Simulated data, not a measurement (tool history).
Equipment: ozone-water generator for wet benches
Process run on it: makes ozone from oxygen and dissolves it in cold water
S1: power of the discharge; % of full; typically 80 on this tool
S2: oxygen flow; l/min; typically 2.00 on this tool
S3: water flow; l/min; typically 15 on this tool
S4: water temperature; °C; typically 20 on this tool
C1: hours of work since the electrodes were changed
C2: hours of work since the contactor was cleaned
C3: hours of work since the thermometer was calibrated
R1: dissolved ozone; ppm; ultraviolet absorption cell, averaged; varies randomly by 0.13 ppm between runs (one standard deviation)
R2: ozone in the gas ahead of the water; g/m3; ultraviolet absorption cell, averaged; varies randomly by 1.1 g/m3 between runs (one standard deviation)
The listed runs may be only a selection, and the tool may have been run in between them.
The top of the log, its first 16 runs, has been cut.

run	hour	S1	S2	S3	S4	C1	C2	C3	R1	R2
17	803.5	80	2.00	15	20	3137	877	1724	12.8	173.9
18	853.5	80	1.15	15	20	3183	924	1771	10.4	212.7
19	913.3	80	1.15	15	20	3239	980	1827	10.3	212.6
20	941.3	80	1.15	15	20	3265	1006	1853	10.4	214.1
21	997.5	80	1.15	15	20	3318	1058	1905	10.4	214.5
22	1029.0	80	1.15	15	20	3347	1088	1935	10.2	214.5
23	1060.1	80	2.67	23	25	3376	1117	1964	8.8	154.0
24	1127.3	51	1.41	14	13	3439	1179	2026	10.0	155.0
25	1191.6	51	1.41	22	13	3499	1240	2087	6.2	155.5
26	1228.2	52	1.41	22	13	3533	1274	2121	6.2	157.3
27	1264.2	52	1.41	22	13	3567	1307	2154	6.3	156.3
28	1314.9	52	1.41	22	22	3614	1355	2202	5.9	154.9
29	1370.8	80	2.00	15	14	3667	1407	2254	13.2	170.4
30	1427.0	42	2.00	10	27	3719	1459	2306	11.4	121.1
31	1485.8	42	2.00	10	27	3774	1514	2361	11.4	122.7
32	1521.2	40	2.77	10	19	3807	1547	2394	13.0	105.3
33	1571.6	93	1.30	9	20	3854	1594	2441	18.4	217.1
34	1634.4	93	1.30	13	14	3913	1653	2500	13.7	217.1

3 options for the next run, each taken on its own from the tool as it stands now. Forecast them:
A	1700.8	82	2.07	13	17	3975	1715	2562	?	?
B	1700.8	46	2.00	17	14	3975	1715	2562	?	?
C	1700.8	93	1.76	15	27	3975	1715	2562	?	?

run	R1	R2
A	14.7	170.2
B	8.5	128.1
C	11.9	195.1
The same runs, with their run-to-run variation unchanged, on a tool lacking any hidden condition would have given:
run	R1	R2
A	17.6	198.1
B	9.8	142.5
C	14.4	229.2
